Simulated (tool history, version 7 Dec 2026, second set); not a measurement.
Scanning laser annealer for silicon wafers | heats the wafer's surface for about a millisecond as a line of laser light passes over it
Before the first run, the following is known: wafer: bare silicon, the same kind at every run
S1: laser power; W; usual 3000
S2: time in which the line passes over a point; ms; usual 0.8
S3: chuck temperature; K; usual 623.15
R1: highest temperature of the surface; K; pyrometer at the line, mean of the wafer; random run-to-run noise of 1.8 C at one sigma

Run 1, hour 0: usual settings. Result: R1 1346.15 K.
Run 2, hour 29: usual settings but S3 596.15 K. Result: R1 1318.15 K.
Run 3, hour 58.3: usual settings but S3 596.15 K. Result: R1 1320.15 K.
Run 4, hour 93.8: usual settings but S3 612.15 K. Result: R1 1336.15 K.
Run 5, hour 118.3: usual settings but S1 2750 W. Result: R1 1287.15 K.
Run 6, hour 161.2: usual settings but S1 2750 W, S3 586.15 K. Result: R1 1253.15 K.
Run 7, hour 188.7: usual settings but S3 613.15 K. Result: R1 1336.15 K.
Run 8, hour 214.7: usual settings. Result: R1 1339.15 K.
Run 9, hour 238.4: usual settings but S1 2630 W. Result: R1 1256.15 K.
Run 10, hour 281.4: usual settings but S3 643.15 K. Result: R1 1355.15 K.
Run 11, hour 304.1: usual settings but S3 643.15 K. Result: R1 1358.15 K.
Run 12, hour 346.1: usual settings but S2 0.81 ms. Result: R1 1344.15 K.
Run 13, hour 365: usual settings but S1 2621 W, S2 0.822 ms, S3 598.15 K. Result: R1 1238.15 K.
Run 14, hour 393.6: usual settings but S1 3028 W, S2 0.822 ms, S3 603.15 K. Result: R1 1346.15 K.
Run 15, hour 421.3: usual settings but S1 3028 W, S2 0.822 ms, S3 603.15 K. Result: R1 1346.15 K.
Run 16, hour 440.6: usual settings but S1 3250 W, S2 0.598 ms, S3 640.15 K. Result: R1 1308.15 K.
Run 17, hour 480: usual settings but S1 3250 W, S2 0.707 ms, S3 640.15 K. Result: R1 1370.15 K.
Run 18, hour 516.1: usual settings but S1 2676 W, S2 0.614 ms, S3 640.15 K. Result: R1 1202.15 K.
Run 19, hour 536.4: usual settings but S1 2692 W, S2 0.942 ms, S3 588.15 K. Result: R1 1299.15 K.
Run 20, hour 571.8: usual settings but S1 2565 W, S2 0.796 ms, S3 624.15 K. Result: R1 1246.15 K.
Run 21, hour 613.6: usual settings but S1 2783 W, S2 0.626 ms, S3 584.15 K. Result: R1 1173.15 K.
Run 22, hour 634.2: usual settings but S1 2783 W, S2 0.626 ms, S3 584.15 K. Result: R1 1173.15 K.
Run 23, hour 667.7: usual settings but S1 2624 W, S2 0.64 ms, S3 648.15 K. Result: R1 1212.15 K.
Run 24, hour 689.3: usual settings but S1 2845 W, S2 0.625 ms, S3 662.15 K. Result: R1 1262.15 K.

Put back what was entered between runs (2 entries, withheld): which listed runs does each sit between, and how does the hidden state differ from the listed run before to the listed run after?
After run 7, before run 8: window over the wafer cleaned (hour 193.5)
  light that passes the window, % of a clean one's: 98.87 -> 98.48; laser's true power over the reading, %: -0.31 -> -0.32; width of the line over the set one, %: 0.33 -> 0.36
  difference, measured minus the result without the unlogged condition, R1: -10 -> -13 K
After run 13, before run 14: window over the wafer cleaned, once more (hour 379.8)
  light that passes the window, % of a clean one's: 98.03 -> 99.73; width of the line over the set one, %: 0.51 -> 0.54
  difference, measured minus the result without the unlogged condition, R1: -15 -> -6 K

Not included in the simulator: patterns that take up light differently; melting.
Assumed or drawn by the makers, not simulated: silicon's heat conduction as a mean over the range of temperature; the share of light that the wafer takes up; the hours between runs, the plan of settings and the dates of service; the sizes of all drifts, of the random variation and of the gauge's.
